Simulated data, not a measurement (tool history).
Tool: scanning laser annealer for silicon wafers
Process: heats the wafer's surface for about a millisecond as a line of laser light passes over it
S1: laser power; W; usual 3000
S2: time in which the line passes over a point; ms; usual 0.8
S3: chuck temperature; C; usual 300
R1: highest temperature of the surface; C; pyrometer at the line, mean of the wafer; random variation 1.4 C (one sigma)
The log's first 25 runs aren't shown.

run	day	S1	S2	S3	R1
26	30.667	3112	0.756	300	1131
27	31.438	3000	0.795	320	1134
28	32.383	2831	0.79	325	1085
29	33.367	3000	0.8	294	1111
30	35.079	2630	0.8	300	998
# day 35.575: optics aligned, line set to its width
31	36.333	2630	0.8	300	998
32	37.658	2630	0.8	305	1001
33	38.396	2630	0.8	305	1002
34	40.158	3000	0.653	328	1072
35	40.975	3071	0.684	264	1047
36	41.917	3000	0.964	263	1151
37	42.796	3000	0.964	263	1152
38	44.071	3000	0.964	263	1149
39	45.462	2625	0.767	268	950
40	46.85	2759	0.686	329	1018

Forecast each of these 4 alternatives for the next run:
A	47.875	3000	0.595	300	?
B	47.875	3215	0.686	329	?
C	47.875	2759	0.911	276	?
D	47.875	3000	0.8	293	?

run	R1
A	1013
B	1156
C	1056
D	1109
Without the tool's hidden state the same runs would have given:
run	R1
A	1013
B	1156
C	1057
D	1109
